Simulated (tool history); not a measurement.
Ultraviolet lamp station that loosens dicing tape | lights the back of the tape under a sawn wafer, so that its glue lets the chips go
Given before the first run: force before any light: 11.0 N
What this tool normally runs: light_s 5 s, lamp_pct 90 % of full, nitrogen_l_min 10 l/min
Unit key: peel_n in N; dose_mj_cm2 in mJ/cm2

Run 1, day 0.000: usual settings. Result: peel_n 0.490 N, dose_mj_cm2 476 mJ/cm2.
Run 2, day 1.183: usual settings. Result: peel_n 0.532 N, dose_mj_cm2 480 mJ/cm2.
Run 3, day 2.667: usual settings. Result: peel_n 0.534 N, dose_mj_cm2 473 mJ/cm2.
Run 4, day 3.842: usual settings. Result: peel_n 0.528 N, dose_mj_cm2 464 mJ/cm2.
Run 5, day 5.288: usual settings. Result: peel_n 0.528 N, dose_mj_cm2 467 mJ/cm2.
Run 6, day 6.846: usual settings but light_s 4 s. Result: peel_n 0.883 N, dose_mj_cm2 368 mJ/cm2.
Run 7, day 7.608: usual settings but nitrogen_l_min 18 l/min. Result: peel_n 0.375 N, dose_mj_cm2 455 mJ/cm2.
Run 8, day 8.838: usual settings but nitrogen_l_min 18 l/min. Result: peel_n 0.392 N, dose_mj_cm2 453 mJ/cm2.
Run 9, day 9.621: usual settings but nitrogen_l_min 18 l/min. Result: peel_n 0.377 N, dose_mj_cm2 452 mJ/cm2.
Run 10, day 10.292: usual settings but nitrogen_l_min 18 l/min. Result: peel_n 0.398 N, dose_mj_cm2 444 mJ/cm2.
Run 11, day 11.254: usual settings but nitrogen_l_min 18 l/min. Result: peel_n 0.419 N, dose_mj_cm2 439 mJ/cm2.
Run 12, day 12.517: usual settings but nitrogen_l_min 18 l/min. Result: peel_n 0.415 N, dose_mj_cm2 443 mJ/cm2.
Run 13, day 13.992: usual settings. Result: peel_n 0.616 N, dose_mj_cm2 440 mJ/cm2.
Run 14, day 15.446: usual settings but light_s 3 s, lamp_pct 75 % of full, nitrogen_l_min 7 l/min. Result: peel_n 2.894 N, dose_mj_cm2 214 mJ/cm2.
Run 15, day 16.171: usual settings but light_s 2 s, nitrogen_l_min 11 l/min. Result: peel_n 3.134 N, dose_mj_cm2 173 mJ/cm2.
Run 16, day 17.254: usual settings but light_s 2 s, lamp_pct 60 % of full, nitrogen_l_min 11 l/min. Result: peel_n 4.693 N, dose_mj_cm2 111 mJ/cm2.
Run 17, day 18.204: usual settings but light_s 4 s, lamp_pct 78 % of full, nitrogen_l_min 13 l/min. Result: peel_n 1.128 N, dose_mj_cm2 295 mJ/cm2.
At day 18.325: window cleaned of glue's vapour.
Run 18, day 19.246: usual settings but lamp_pct 85 % of full, nitrogen_l_min 15 l/min. Result: peel_n 0.617 N, dose_mj_cm2 384 mJ/cm2.
Run 19, day 20.342: usual settings but lamp_pct 96 % of full. Result: peel_n 0.651 N, dose_mj_cm2 425 mJ/cm2.
Run 20, day 21.279: usual settings but light_s 7 s, lamp_pct 62 % of full, nitrogen_l_min 14 l/min. Result: peel_n 0.624 N, dose_mj_cm2 380 mJ/cm2.
Run 21, day 22.829: usual settings but light_s 7 s, lamp_pct 62 % of full, nitrogen_l_min 14 l/min. Result: peel_n 0.632 N, dose_mj_cm2 379 mJ/cm2.

The next listed run, before its measurement:
At day 23.654: window cleaned of glue's vapour, once more.
Run 22, day 23.983: usual settings but lamp_pct 85 % of full. Result: peel_n ?, dose_mj_cm2 ?.

Run 22 yielded peel_n 0.690 N, dose_mj_cm2 413 mJ/cm2.
With no hidden state in the tool, this same run would have given peel_n 0.419 N, dose_mj_cm2 527 mJ/cm2.

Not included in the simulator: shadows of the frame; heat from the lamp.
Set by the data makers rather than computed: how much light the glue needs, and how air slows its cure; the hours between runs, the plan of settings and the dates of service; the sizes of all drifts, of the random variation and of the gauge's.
